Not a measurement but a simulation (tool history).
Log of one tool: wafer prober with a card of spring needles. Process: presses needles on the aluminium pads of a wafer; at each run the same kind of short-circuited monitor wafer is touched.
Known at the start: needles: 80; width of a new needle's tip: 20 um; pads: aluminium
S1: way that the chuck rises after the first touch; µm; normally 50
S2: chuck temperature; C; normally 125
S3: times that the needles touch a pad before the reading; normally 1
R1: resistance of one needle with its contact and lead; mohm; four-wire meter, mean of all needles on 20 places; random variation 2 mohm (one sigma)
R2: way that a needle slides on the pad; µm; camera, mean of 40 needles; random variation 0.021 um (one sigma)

{"run": 1, "hour": 0.0, "S1": 50, "S2": 125, "S3": 1, "R1": 292, "R2": 11.3}
{"hour": 10.8, "done": "tips cleaned on abrasive film"}
{"run": 2, "hour": 26.2, "S1": 50, "S2": 125, "S3": 2, "R1": 268, "R2": 11.27}
{"hour": 34.5, "done": "tips cleaned on abrasive film"}
{"run": 3, "hour": 55.1, "S1": 50, "S2": 125, "S3": 2, "R1": 272, "R2": 11.26}
{"hour": 59.1, "done": "tips cleaned on abrasive film"}
{"hour": 83.2, "done": "tips cleaned on abrasive film"}
{"run": 4, "hour": 86.0, "S1": 50, "S2": 125, "S3": 2, "R1": 241, "R2": 11.24}
{"run": 5, "hour": 105.4, "S1": 50, "S2": 125, "S3": 2, "R1": 276, "R2": 11.23}
{"hour": 108.4, "done": "tips cleaned on abrasive film"}
{"hour": 121.9, "done": "height of the first contact set anew"}
{"hour": 131.4, "done": "tips cleaned on abrasive film"}
{"run": 6, "hour": 133.9, "S1": 50, "S2": 125, "S3": 1, "R1": 245, "R2": 11.44}
{"hour": 156.2, "done": "tips cleaned on abrasive film"}
{"run": 7, "hour": 157.1, "S1": 50, "S2": 125, "S3": 1, "R1": 235, "R2": 11.35}
{"run": 8, "hour": 178.0, "S1": 50, "S2": 125, "S3": 1, "R1": 317, "R2": 11.4}
{"hour": 180.8, "done": "tips cleaned on abrasive film"}
{"hour": 204.2, "done": "tips cleaned on abrasive film"}
{"run": 9, "hour": 206.4, "S1": 50, "S2": 125, "S3": 1, "R1": 249, "R2": 11.33}
{"run": 10, "hour": 225.5, "S1": 50, "S2": 125, "S3": 1, "R1": 313, "R2": 11.35}
{"hour": 228.0, "done": "tips cleaned on abrasive film"}
{"run": 11, "hour": 247.0, "S1": 50, "S2": 125, "S3": 1, "R1": 308, "R2": 11.33}
{"hour": 251.7, "done": "tips cleaned on abrasive film"}
{"run": 12, "hour": 266.4, "S1": 50, "S2": 125, "S3": 1, "R1": 292, "R2": 11.32}
{"hour": 275.1, "done": "tips cleaned on abrasive film"}
{"hour": 298.4, "done": "tips cleaned on abrasive film"}
{"run": 13, "hour": 301.5, "S1": 50, "S2": 125, "S3": 1, "R1": 247, "R2": 11.3}
{"hour": 323.7, "done": "tips cleaned on abrasive film"}
{"run": 14, "hour": 326.4, "S1": 50, "S2": 125, "S3": 1, "R1": 245, "R2": 11.27}
{"hour": 348.0, "done": "tips cleaned on abrasive film"}
{"run": 15, "hour": 348.8, "S1": 50, "S2": 125, "S3": 1, "R1": 237, "R2": 11.26}
{"hour": 372.9, "done": "tips cleaned on abrasive film"}
{"run": 16, "hour": 380.2, "S1": 50, "S2": 125, "S3": 2, "R1": 256, "R2": 11.26}
{"hour": 396.8, "done": "tips cleaned on abrasive film"}
{"run": 17, "hour": 407.3, "S1": 50, "S2": 50, "S3": 1, "R1": 272, "R2": 11.23}
{"hour": 420.3, "done": "tips cleaned on abrasive film"}
{"hour": 425.2, "done": "height of the first contact set anew"}
{"run": 18, "hour": 428.2, "S1": 65, "S2": 27, "S3": 2, "R1": 210, "R2": 14.84}
{"hour": 444.8, "done": "tips cleaned on abrasive film"}
{"run": 19, "hour": 461.3, "S1": 38, "S2": 104, "S3": 1, "R1": 364, "R2": 8.63}
{"hour": 468.3, "done": "tips cleaned on abrasive film"}
{"run": 20, "hour": 481.5, "S1": 55, "S2": 47, "S3": 1, "R1": 267, "R2": 12.53}
{"hour": 491.0, "done": "tips cleaned on abrasive film"}
{"run": 21, "hour": 507.4, "S1": 55, "S2": 47, "S3": 1, "R1": 277, "R2": 12.48}
{"hour": 516.4, "done": "tips cleaned on abrasive film"}
{"hour": 539.8, "done": "tips cleaned on abrasive film"}
{"run": 22, "hour": 540.7, "S1": 43, "S2": 28, "S3": 2, "R1": 215, "R2": 9.74}
{"hour": 565.0, "done": "tips cleaned on abrasive film"}
{"run": 23, "hour": 576.2, "S1": 43, "S2": 28, "S3": 2, "R1": 266, "R2": 9.71}
{"hour": 588.1, "done": "tips cleaned on abrasive film"}
{"run": 24, "hour": 606.6, "S1": 43, "S2": 28, "S3": 2, "R1": 283, "R2": 9.71}
{"hour": 610.8, "done": "tips cleaned on abrasive film"}
{"run": 25, "hour": 622.6, "S1": 43, "S2": 28, "S3": 2, "R1": 272, "R2": 9.72}
{"hour": 633.9, "done": "tips cleaned on abrasive film"}
{"hour": 657.3, "done": "tips cleaned on abrasive film"}
{"run": 26, "hour": 657.3, "S1": 43, "S2": 28, "S3": 2, "R1": 206, "R2": 9.62}
{"hour": 681.8, "done": "tips cleaned on abrasive film"}
{"run": 27, "hour": 686.7, "S1": 56, "S2": 36, "S3": 2, "R1": 220, "R2": 12.59}
{"hour": 705.5, "done": "tips cleaned on abrasive film"}
{"run": 28, "hour": 717.0, "S1": 50, "S2": 39, "S3": 2, "R1": 249, "R2": 11.27}
{"hour": 729.8, "done": "tips cleaned on abrasive film"}
{"hour": 730.1, "done": "height of the first contact set anew"}
{"run": 29, "hour": 736.9, "S1": 46, "S2": 71, "S3": 1, "R1": 277, "R2": 10.48}
{"hour": 752.7, "done": "tips cleaned on abrasive film"}
{"run": 30, "hour": 771.5, "S1": 46, "S2": 71, "S3": 1, "R1": 323, "R2": 10.46}
{"hour": 775.4, "done": "tips cleaned on abrasive film"}
{"run": 31, "hour": 789.5, "S1": 61, "S2": 88, "S3": 1, "R1": 263, "R2": 13.82}
{"hour": 798.7, "done": "tips cleaned on abrasive film"}
{"run": 32, "hour": 813.5, "S1": 56, "S2": 34, "S3": 3, "R1": 226, "R2": 12.75}
{"hour": 822.2, "done": "tips cleaned on abrasive film"}
{"run": 33, "hour": 828.8, "S1": 55, "S2": 34, "S3": 3, "R1": 217, "R2": 12.44}

Below, some changes in R1 between adjacent runs. For each, the amount present without the hidden state too (settings, incoming material, random variation) and the amount remaining for the hidden state with gauge scatter not shared by both compared results:
What the log doesn't record here: debris on the tips, nm; way that the needles fall short of the set height, um; tips' diameter, um; drift of the gauge itself on contact_mohm, %; drift of the gauge itself on scrub_um, %.
Run 7 -> 8: nothing adjusted, nothing logged. R1 +82 mohm: hidden state +74, all else +8.
Run 18 -> 19: S1 65 -> 38, S2 27 -> 104, S3 2 -> 1, tips cleaned on abrasive film. R1 +154 mohm: hidden state +116, all else +38.
Run 19 -> 20: S1 38 -> 55, S2 104 -> 47, tips cleaned on abrasive film. R1 -97 mohm: hidden state -72, all else -25.
